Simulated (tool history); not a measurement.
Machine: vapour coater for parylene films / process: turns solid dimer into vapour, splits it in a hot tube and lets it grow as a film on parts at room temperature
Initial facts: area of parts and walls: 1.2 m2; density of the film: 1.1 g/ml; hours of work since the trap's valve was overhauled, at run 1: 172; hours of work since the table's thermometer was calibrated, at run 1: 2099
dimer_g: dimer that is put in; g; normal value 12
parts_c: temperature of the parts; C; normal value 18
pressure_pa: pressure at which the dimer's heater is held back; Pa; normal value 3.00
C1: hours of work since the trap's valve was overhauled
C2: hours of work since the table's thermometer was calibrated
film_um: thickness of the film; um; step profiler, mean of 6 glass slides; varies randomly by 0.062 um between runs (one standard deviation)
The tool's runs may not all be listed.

run 1 hour=0.0 | dimer_g=12 parts_c=18 pressure_pa=3.00 | C1=172 C2=2099 | film_um=7.03
run 2 hour=78.0 | dimer_g=12 parts_c=18 pressure_pa=3.00 | C1=222 C2=2150 | film_um=6.87
run 3 hour=153.1 | dimer_g=15 parts_c=18 pressure_pa=3.00 | C1=270 C2=2198 | film_um=8.44
-- hour=168.7 trap's valve overhauled
run 4 hour=212.6 | dimer_g=15 parts_c=11 pressure_pa=3.00 | C1=28 C2=2234 | film_um=10.75
run 5 hour=289.9 | dimer_g=15 parts_c=11 pressure_pa=3.00 | C1=78 C2=2284 | film_um=10.48
run 6 hour=345.3 | dimer_g=15 parts_c=27 pressure_pa=3.00 | C1=114 C2=2319 | film_um=7.56
run 7 hour=407.5 | dimer_g=15 parts_c=27 pressure_pa=3.00 | C1=154 C2=2359 | film_um=7.28
run 8 hour=461.0 | dimer_g=15 parts_c=27 pressure_pa=3.00 | C1=188 C2=2394 | film_um=7.27
run 9 hour=525.8 | dimer_g=15 parts_c=27 pressure_pa=3.00 | C1=230 C2=2436 | film_um=7.16
-- hour=603.3 trap's valve overhauled
-- hour=604.3 table's thermometer calibrated
run 10 hour=610.1 | dimer_g=15 parts_c=27 pressure_pa=3.00 | C1=4 C2=4 | film_um=7.58
run 11 hour=663.7 | dimer_g=15 parts_c=27 pressure_pa=3.00 | C1=38 C2=38 | film_um=7.60
run 12 hour=715.2 | dimer_g=17 parts_c=18 pressure_pa=3.00 | C1=71 C2=71 | film_um=10.25
run 13 hour=784.9 | dimer_g=17 parts_c=18 pressure_pa=3.00 | C1=116 C2=116 | film_um=10.00
run 14 hour=849.2 | dimer_g=17 parts_c=18 pressure_pa=3.00 | C1=158 C2=158 | film_um=9.76
run 15 hour=916.5 | dimer_g=12 parts_c=18 pressure_pa=9.80 | C1=201 C2=201 | film_um=5.60
run 16 hour=994.9 | dimer_g=12 parts_c=18 pressure_pa=11.55 | C1=252 C2=252 | film_um=5.31
-- hour=1036.1 trap's valve overhauled
run 17 hour=1042.5 | dimer_g=12 parts_c=18 pressure_pa=11.55 | C1=4 C2=280 | film_um=5.89
run 18 hour=1127.5 | dimer_g=10 parts_c=26 pressure_pa=9.40 | C1=59 C2=335 | film_um=4.35
run 19 hour=1186.7 | dimer_g=10 parts_c=26 pressure_pa=9.40 | C1=97 C2=373 | film_um=4.20
run 20 hour=1270.7 | dimer_g=20 parts_c=18 pressure_pa=2.76 | C1=151 C2=427 | film_um=11.77
run 21 hour=1355.4 | dimer_g=20 parts_c=18 pressure_pa=2.76 | C1=206 C2=481 | film_um=11.42
run 22 hour=1397.4 | dimer_g=10 parts_c=18 pressure_pa=3.00 | C1=233 C2=509 | film_um=5.69
run 23 hour=1437.4 | dimer_g=10 parts_c=18 pressure_pa=3.00 | C1=259 C2=534 | film_um=5.60
-- hour=1470.3 trap's valve overhauled
run 24 hour=1522.9 | dimer_g=12 parts_c=24 pressure_pa=4.37 | C1=34 C2=587 | film_um=6.05
run 25 hour=1604.6 | dimer_g=12 parts_c=24 pressure_pa=4.37 | C1=87 C2=640 | film_um=5.94
run 26 hour=1662.4 | dimer_g=12 parts_c=14 pressure_pa=2.82 | C1=124 C2=677 | film_um=7.73
run 27 hour=1709.8 | dimer_g=12 parts_c=14 pressure_pa=2.82 | C1=154 C2=707 | film_um=7.62
run 28 hour=1757.3 | dimer_g=5 parts_c=28 pressure_pa=2.22 | C1=185 C2=738 | film_um=2.50
run 29 hour=1839.0 | dimer_g=5 parts_c=28 pressure_pa=2.22 | C1=238 C2=791 | film_um=2.44
-- hour=1903.7 trap's valve overhauled
run 30 hour=1913.1 | dimer_g=12 parts_c=29 pressure_pa=3.00 | C1=6 C2=836 | film_um=5.90
run 31 hour=1955.2 | dimer_g=12 parts_c=29 pressure_pa=3.00 | C1=33 C2=863 | film_um=5.99
run 32 hour=2000.7 | dimer_g=12 parts_c=29 pressure_pa=3.00 | C1=62 C2=892 | film_um=5.83
run 33 hour=2082.3 | dimer_g=9 parts_c=28 pressure_pa=3.00 | C1=115 C2=945 | film_um=4.43

3 ways to go on from here, each from the tool as it stands after run 33. What would each give?
run A hour=2125.1 | dimer_g=9 parts_c=15 pressure_pa=3.00 | C1=143 C2=972 | film_um=?
run B hour=2125.1 | dimer_g=9 parts_c=28 pressure_pa=4.50 | C1=143 C2=972 | film_um=?
run C hour=2125.1 | dimer_g=9 parts_c=19 pressure_pa=6.37 | C1=143 C2=972 | film_um=?

run=A film_um=5.56
run=B film_um=4.02
run=C film_um=4.50
Had the tool no hidden state, the same runs would have come out as:
run=A film_um=5.86
run=B film_um=4.23
run=C film_um=4.75
